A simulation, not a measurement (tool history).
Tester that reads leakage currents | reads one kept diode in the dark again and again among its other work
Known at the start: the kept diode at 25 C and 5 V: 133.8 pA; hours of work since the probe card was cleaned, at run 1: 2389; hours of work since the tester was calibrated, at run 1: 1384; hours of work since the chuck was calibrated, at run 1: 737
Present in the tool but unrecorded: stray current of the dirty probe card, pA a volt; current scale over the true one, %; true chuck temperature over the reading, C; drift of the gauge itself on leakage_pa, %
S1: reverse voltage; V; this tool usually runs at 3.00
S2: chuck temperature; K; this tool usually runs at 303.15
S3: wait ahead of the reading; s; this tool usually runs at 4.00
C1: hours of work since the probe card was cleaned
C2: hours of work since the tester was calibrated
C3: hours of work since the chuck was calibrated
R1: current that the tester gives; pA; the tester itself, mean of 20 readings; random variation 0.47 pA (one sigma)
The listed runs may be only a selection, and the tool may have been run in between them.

run,day,S1,S2,S3,C1,C2,C3,R1
1,0.000,3.00,303.15,4.00,2389,1384,737,142.87
2,8.662,3.00,303.15,4.00,2495,1489,842,139.27
# day 12.012: chuck's temperature calibrated
3,13.775,3.00,303.15,4.00,2556,1550,21,160.49
4,18.750,3.00,303.15,4.00,2616,1611,82,158.66
5,25.342,3.00,303.15,4.00,2697,1691,162,157.15
6,32.012,3.00,303.15,4.00,2778,1772,243,155.55
7,37.421,3.00,303.15,4.00,2843,1838,309,153.98
8,45.554,3.00,303.15,4.00,2942,1937,408,151.47
9,53.121,3.00,327.15,4.00,3034,2029,500,705.97
# day 56.633: probe card cleaned and baked
10,57.479,3.00,327.15,4.00,10,2080,551,696.02
11,61.071,3.00,327.15,4.00,54,2124,595,691.86
12,67.733,3.00,327.15,1.60,135,2205,676,680.37
13,73.617,3.00,327.15,1.60,206,2276,747,678.36
14,77.629,3.00,303.15,4.00,255,2325,796,135.97
# day 84.817: chuck's temperature calibrated
15,85.021,3.00,303.15,1.34,344,2414,2,153.74
16,92.625,3.00,303.15,1.34,437,2507,95,151.31
17,98.062,3.00,312.15,4.00,503,2573,161,277.23
18,104.296,3.00,312.15,4.00,578,2648,237,274.27
19,109.250,3.00,303.15,4.00,639,2709,297,145.79
20,115.679,3.00,303.15,4.00,717,2787,375,144.19
21,120.979,3.00,303.15,4.00,781,2851,440,142.94
22,126.642,3.00,303.15,0.86,850,2920,509,143.03
23,131.979,3.15,303.15,0.38,915,2985,573,145.98
24,140.262,3.15,303.15,0.38,1016,3086,674,143.51
25,148.750,1.18,303.15,7.06,1119,3189,777,90.90

For run 26, what comes out?
26,155.629,1.18,303.15,7.06,1203,3273,861,?

{"run 26": {"R1": 89.26}}
Were there no unlogged condition in the tool, this run, its random variation unchanged, would have produced R1 103.78 pA.

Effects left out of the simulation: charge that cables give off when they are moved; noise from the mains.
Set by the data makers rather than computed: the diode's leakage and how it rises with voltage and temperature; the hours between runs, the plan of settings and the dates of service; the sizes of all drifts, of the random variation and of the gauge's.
